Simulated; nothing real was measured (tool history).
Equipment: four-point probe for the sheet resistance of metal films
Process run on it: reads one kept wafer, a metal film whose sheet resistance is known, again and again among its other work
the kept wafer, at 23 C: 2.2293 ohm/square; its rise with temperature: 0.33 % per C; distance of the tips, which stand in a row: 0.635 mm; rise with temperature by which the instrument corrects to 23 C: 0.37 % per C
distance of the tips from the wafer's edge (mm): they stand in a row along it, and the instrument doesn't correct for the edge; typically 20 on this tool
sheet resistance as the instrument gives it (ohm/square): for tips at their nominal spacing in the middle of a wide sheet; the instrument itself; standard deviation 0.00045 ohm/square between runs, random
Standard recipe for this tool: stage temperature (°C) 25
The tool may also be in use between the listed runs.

run    hour  stage temperature (°C)  distance of the tips from the wafer's edge (mm)  sheet resistance as the instrument gives it (ohm/square)
  1       0                      25                                               20                                                  2.228326
  2    23.6                      25                                               20                                                  2.228236
  3    69.8                      25                                               20                                                  2.228719
  4    90.8                      25                                               20                                                  2.229364
  5   122.7                      24                                               20                                                  2.229725
  6   164.5                      25                                               20                                                  2.228798
  7     193                      25                                               20                                                  2.227992
  8   218.8                      25                                               20                                                  2.229005
  9   256.4                      25                                               20                                                  2.229205
 10   287.3                      25                                               20                                                  2.229015
 11   330.4                      25                                               20                                                  2.228119
 12   366.6                      25                                               20                                                  2.228716
 13     407                      25                                               20                                                  2.228222
 14   434.7                      35                                               20                                                  2.221077
 15   453.5                      35                                               67                                                  2.220438
 16   498.6                      35                                               67                                                  2.220297
 17   535.1                      25                                               20                                                  2.228705
 18   553.7                      25                                               20                                                  2.229003
 19   595.4                      25                                               20                                                  2.228717
 20   634.5                      25                                               20                                                   2.22825
 21   662.2                      25                                               20                                                   2.22907
 22     702                      26                                               33                                                  2.227928
 23   734.3                      24                                               72                                                  2.228556
 24   770.9                      24                                                9                                                  2.234197
 25   803.3                      24                                               20                                                  2.229454
 26   832.2                      18                                               10                                                  2.237419
 27   877.5                      18                                               10                                                   2.23834
 28     898                      33                                                5                                                  2.240349
 29   940.7                      33                                               72                                                  2.220989
 30   976.4                      18                                               42                                                  2.233256
 31    1004                      18                                               42                                                  2.232725
 32  1043.6                      18                                               42                                                  2.233224
 33  1064.5                      32                                                6                                                  2.235071
 34  1083.5                      26                                                4                                                  2.256607
 35  1111.4                      25                                               47                                                  2.227741
 36    1133                      21                                               19                                                  2.232164
 37  1153.7                      23                                               22                                                  2.229839
 38  1178.6                      24                                               52                                                  2.229157
 39  1206.9                      18                                                9                                                  2.238377
 40  1243.3                      30                                               75                                                  2.224212
 41  1278.8                      33                                                7                                                  2.231343

Consider 5 possible next runs. They are alternatives, not a sequence: every one starts from the tool as it was left by run 41. What does each give?
  A  1323.7                      33                                                7                                                         ?
  B  1323.7                      20                                               27                                                         ?
  C  1323.7                      27                                               20                                                         ?
  D  1323.7                      25                                               41                                                         ?
  E  1323.7                      35                                               35                                                         ?

run  sheet resistance as the instrument gives it (ohm/square)
  A                                                  2.230669
  B                                                  2.232191
  C                                                   2.22733
  D                                                  2.227637
  E                                                  2.219597
Had the tool no hidden state, the same runs would have come out as:
run  sheet resistance as the instrument gives it (ohm/square)
  A                                                  2.231076
  B                                                  2.232599
  C                                                  2.227737
  D                                                  2.228044
  E                                                  2.220002

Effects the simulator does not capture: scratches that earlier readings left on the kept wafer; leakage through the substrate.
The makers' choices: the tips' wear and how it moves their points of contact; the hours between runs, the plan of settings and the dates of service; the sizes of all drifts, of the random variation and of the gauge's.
